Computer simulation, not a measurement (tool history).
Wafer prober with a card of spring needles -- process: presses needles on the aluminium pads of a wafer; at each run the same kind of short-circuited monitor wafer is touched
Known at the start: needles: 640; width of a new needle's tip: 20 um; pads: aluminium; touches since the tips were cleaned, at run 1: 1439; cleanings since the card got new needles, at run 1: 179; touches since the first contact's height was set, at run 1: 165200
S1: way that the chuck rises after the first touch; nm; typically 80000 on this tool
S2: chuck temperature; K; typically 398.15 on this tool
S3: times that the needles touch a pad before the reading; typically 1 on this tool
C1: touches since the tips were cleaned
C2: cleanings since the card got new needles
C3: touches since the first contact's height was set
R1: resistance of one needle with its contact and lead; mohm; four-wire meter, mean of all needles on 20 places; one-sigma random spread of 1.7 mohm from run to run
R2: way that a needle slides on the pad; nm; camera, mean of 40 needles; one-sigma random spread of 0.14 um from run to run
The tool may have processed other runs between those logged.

run	hour	S1	S2	S3	C1	C2	C3	R1	R2
1	0	80000	398.15	1	1439	179	165200	235	21010
# hour 0.8: tips cleaned on abrasive film
# hour 3.5: tips cleaned on abrasive film
# hour 6.3: tips cleaned on abrasive film
# hour 9.7: tips cleaned on abrasive film
2	10.5	80000	398.15	1	541	183	171773	233	20220
# hour 12.6: tips cleaned on abrasive film
# hour 16: tips cleaned on abrasive film
3	18.5	80000	398.15	1	1643	185	176826	240	20030
# hour 19.3: tips cleaned on abrasive film
# hour 22: tips cleaned on abrasive film
# hour 24.3: height of the first contact set anew
# hour 25.1: tips cleaned on abrasive film
# hour 26.5: tips cleaned on abrasive film, once more
4	29.1	80000	398.15	1	1696	189	2989	237	22150
# hour 29.9: tips cleaned on abrasive film
# hour 32.6: tips cleaned on abrasive film
# hour 35.4: tips cleaned on abrasive film
5	35.6	80000	398.15	1	159	192	7026	227	21860
# hour 38.3: tips cleaned on abrasive film
# hour 41.7: tips cleaned on abrasive film
# hour 45.1: tips cleaned on abrasive film
# hour 48.5: tips cleaned on abrasive film
6	49.4	81000	398.15	1	534	196	15709	229	22350
# hour 51.5: tips cleaned on abrasive film
# hour 54.9: tips cleaned on abrasive film
# hour 58.2: tips cleaned on abrasive film
# hour 61: tips cleaned on abrasive film
7	63.3	61000	398.15	1	1470	200	24474	250	16690
# hour 64: tips cleaned on abrasive film
# hour 66.8: tips cleaned on abrasive film
# hour 69.5: tips cleaned on abrasive film
# hour 72.3: tips cleaned on abrasive film
# hour 75.7: tips cleaned on abrasive film
8	76	80000	398.15	1	207	205	32439	230	21990
# hour 78.7: tips cleaned on abrasive film
# hour 82.1: tips cleaned on abrasive film
# hour 85.5: tips cleaned on abrasive film
9	85.5	80000	398.15	1	0	208	38408	231	21710
# hour 88.9: tips cleaned on abrasive film
# hour 92.3: tips cleaned on abrasive film
10	93	80000	330.15	1	448	210	43150	219	21970
# hour 95.7: tips cleaned on abrasive film
# hour 99.1: tips cleaned on abrasive film
# hour 102.5: tips cleaned on abrasive film
# hour 105.2: tips cleaned on abrasive film
11	107.6	80000	330.15	1	1535	214	52388	223	21740
# hour 108.4: tips cleaned on abrasive film
# hour 111.8: tips cleaned on abrasive film
# hour 114.5: tips cleaned on abrasive film
# hour 117.3: tips cleaned on abrasive film
12	119.1	80000	398.15	1	1159	218	59580	236	21820
# hour 120.5: tips cleaned on abrasive film
# hour 123.2: tips cleaned on abrasive film
# hour 126.1: tips cleaned on abrasive film
13	126.1	80000	398.15	1	0	221	63938	230	21760
# hour 129.5: tips cleaned on abrasive film
# hour 132.9: tips cleaned on abrasive film
# hour 135.6: tips cleaned on abrasive film
# hour 139: tips cleaned on abrasive film
14	139.3	80000	398.15	1	232	225	72301	231	21500
# hour 142.1: tips cleaned on abrasive film
# hour 145.5: tips cleaned on abrasive film
# hour 148.2: tips cleaned on abrasive film
# hour 151: tips cleaned on abrasive film
# hour 154.2: tips cleaned on abrasive film
15	154.2	80000	319.15	2	0	230	81660	214	21770
# hour 157.6: tips cleaned on abrasive film
# hour 161: tips cleaned on abrasive film
# hour 163.7: tips cleaned on abrasive film
# hour 167.1: tips cleaned on abrasive film
16	167.7	71000	318.15	1	415	234	90177	217	19070
# hour 170.4: tips cleaned on abrasive film
# hour 173.2: tips cleaned on abrasive film
17	174.6	80000	301.15	2	899	236	94482	211	21610
# hour 176: tips cleaned on abrasive film
# hour 179.4: tips cleaned on abrasive film
18	181.9	73000	395.15	2	1616	238	99104	241	19450
# hour 182.6: tips cleaned on abrasive film
# hour 185.4: tips cleaned on abrasive film
# hour 188.1: tips cleaned on abrasive film
# hour 191.5: tips cleaned on abrasive film
# hour 194.3: tips cleaned on abrasive film
19	194.4	64000	344.15	1	92	243	106919	223	16730
# hour 197.2: tips cleaned on abrasive film
# hour 200.5: tips cleaned on abrasive film
# hour 203.3: tips cleaned on abrasive film
# hour 206.1: tips cleaned on abrasive film
# hour 209: tips cleaned on abrasive film
20	209	64000	344.15	1	0	248	116076	224	16740
# hour 212.4: tips cleaned on abrasive film
# hour 215.2: tips cleaned on abrasive film
# hour 218.5: tips cleaned on abrasive film
21	218.6	62000	336.15	1	58	251	122124	219	16250
# hour 221.3: tips cleaned on abrasive film
# hour 224.1: tips cleaned on abrasive film
# hour 227.5: tips cleaned on abrasive film
# hour 230.9: tips cleaned on abrasive film
22	231	87000	311.15	1	56	255	129911	210	23010
# hour 233.7: tips cleaned on abrasive film
# hour 237.2: tips cleaned on abrasive film
23	239.3	87000	311.15	1	1369	257	135157	215	23220
# hour 240: tips cleaned on abrasive film
# hour 243.4: tips cleaned on abrasive film
# hour 246.1: tips cleaned on abrasive film
24	246.3	68000	336.15	1	85	260	139515	216	17690
# hour 249: tips cleaned on abrasive film
# hour 251.8: tips cleaned on abrasive film
# hour 255.2: tips cleaned on abrasive film
# hour 258.5: tips cleaned on abrasive film
25	260.5	68000	336.15	1	1296	264	148506	230	17760
# hour 261.4: tips cleaned on abrasive film
# hour 264.8: tips cleaned on abrasive film
# hour 267.6: tips cleaned on abrasive film
# hour 271: tips cleaned on abrasive film
26	273.2	68000	336.15	1	1418	268	156490	237	17650
# hour 273.9: tips cleaned on abrasive film
# hour 276.7: tips cleaned on abrasive film
# hour 280.1: tips cleaned on abrasive film
# hour 283.5: tips cleaned on abrasive film
# hour 286.3: tips cleaned on abrasive film
27	288.1	68000	336.15	1	1183	273	165857	234	17560

Each row is a separate what-if for the run after 27, all from the same tool condition, not one after another. Results?
# hour 289.5: tips cleaned on abrasive film
# hour 292.9: tips cleaned on abrasive film
A	295	80000	398.15	3	1368	275	170212	?	?
# hour 289.5: tips cleaned on abrasive film
# hour 292.9: tips cleaned on abrasive film
B	295	75000	336.15	1	1368	275	170212	?	?
# hour 289.5: tips cleaned on abrasive film
# hour 292.9: tips cleaned on abrasive film
C	295	72000	373.15	2	1368	275	170212	?	?

run	R1	R2
A	234	21180
B	228	19460
C	235	18800
The same runs, with their run-to-run variation unchanged, on a tool lacking any hidden condition would have given:
run	R1	R2
A	224	22490
B	208	20760
C	220	20110
